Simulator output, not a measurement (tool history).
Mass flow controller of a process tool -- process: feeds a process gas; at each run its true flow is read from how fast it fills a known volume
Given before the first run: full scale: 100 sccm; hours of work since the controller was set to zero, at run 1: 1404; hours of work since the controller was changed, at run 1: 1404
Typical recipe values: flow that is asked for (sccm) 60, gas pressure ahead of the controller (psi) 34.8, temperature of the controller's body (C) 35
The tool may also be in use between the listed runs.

run,hour,flow that is asked for (sccm),gas pressure ahead of the controller (psi),temperature of the controller's body (C),hours of work since the controller was set to zero,hours of work since the controller was changed,true flow (%)
1,0,60,34.8,35,1404,1404,98.16
2,88.6,60,34.8,35,1457,1457,98
3,173.8,60,34.8,35,1507,1507,98.06
4,234.4,60,34.8,35,1543,1543,98.06
5,308.2,60,34.8,35,1586,1586,98.17
6,385.9,60,34.8,35,1632,1632,98.02
7,442.3,60,34.8,26,1665,1665,98.77
8,509.1,60,34.8,35,1705,1705,98.06
9,580.5,60,34.8,35,1747,1747,98.19
10,699.6,60,34.8,35,1817,1817,98.1
11,805.5,60,34.8,23,1880,1880,99.03
12,905.6,60,34.8,23,1939,1939,99.03
13,1004.2,60,34.8,22,1997,1997,99.28
14,1062.3,60,34.8,22,2031,2031,99.04
15,1155.4,60,34.8,22,2086,2086,99.12
16,1234.5,60,34.8,22,2133,2133,99.22
17,1282.5,60,34.8,22,2161,2161,99.15
18,1364.2,60,34.8,22,2209,2209,99.17
19,1424.3,60,34.8,22,2245,2245,99.13
20,1529.1,60,34.8,35,2307,2307,98.11
21,1597.7,60,34.8,35,2347,2347,98.1
22,1669.6,60,34.8,23,2390,2390,98.96
23,1742.7,60,34.8,23,2433,2433,99.12
24,1848.8,13,34.8,32,2495,2495,97.34
25,1931.7,64,34.8,39,2544,2544,97.77
26,2043.9,14,34.8,35,2610,2610,97.01
27,2142.9,28,34.8,35,2669,2669,97.44
28,2240.1,77,34.8,25,2726,2726,99.23
29,2291.4,21,40.2,35,2756,2756,97.07
30,2358.2,21,40.2,35,2796,2796,96.98
31,2478,60,34.8,24,2867,2867,99.09
32,2595.2,82,34.8,31,2936,2936,98.87
33,2694.2,82,34.8,31,2994,2994,98.97
34,2790.6,88,34.8,38,3051,3051,98.58
35,2842.5,88,34.8,38,3082,3082,98.57
36,2908.7,60,23.2,28,3121,3121,99.03
37,2965.8,60,34.8,28,3154,3154,98.64
38,3053.1,60,34.8,28,3206,3206,98.66
39,3104.9,23,36.4,28,3236,3236,97.69
40,3182.4,54,34.8,23,3282,3282,99
41,3293.4,10,22.8,23,3348,3348,98.23

Branching from run 41: 4 alternative next runs. What would each branch give?
A,3384.1,10,24.8,21,3401,3401,?
B,3384.1,36,25.7,34,3401,3401,?
C,3384.1,19,38.3,28,3401,3401,?
D,3384.1,60,36.1,22,3401,3401,?

run,true flow (%)
A,98.41
B,98.01
C,97.43
D,99.12
Take away the tool's hidden state, keep each run's random variation, and the runs would have read:
run,true flow (%)
A,98.39
B,98.01
C,97.42
D,99.12
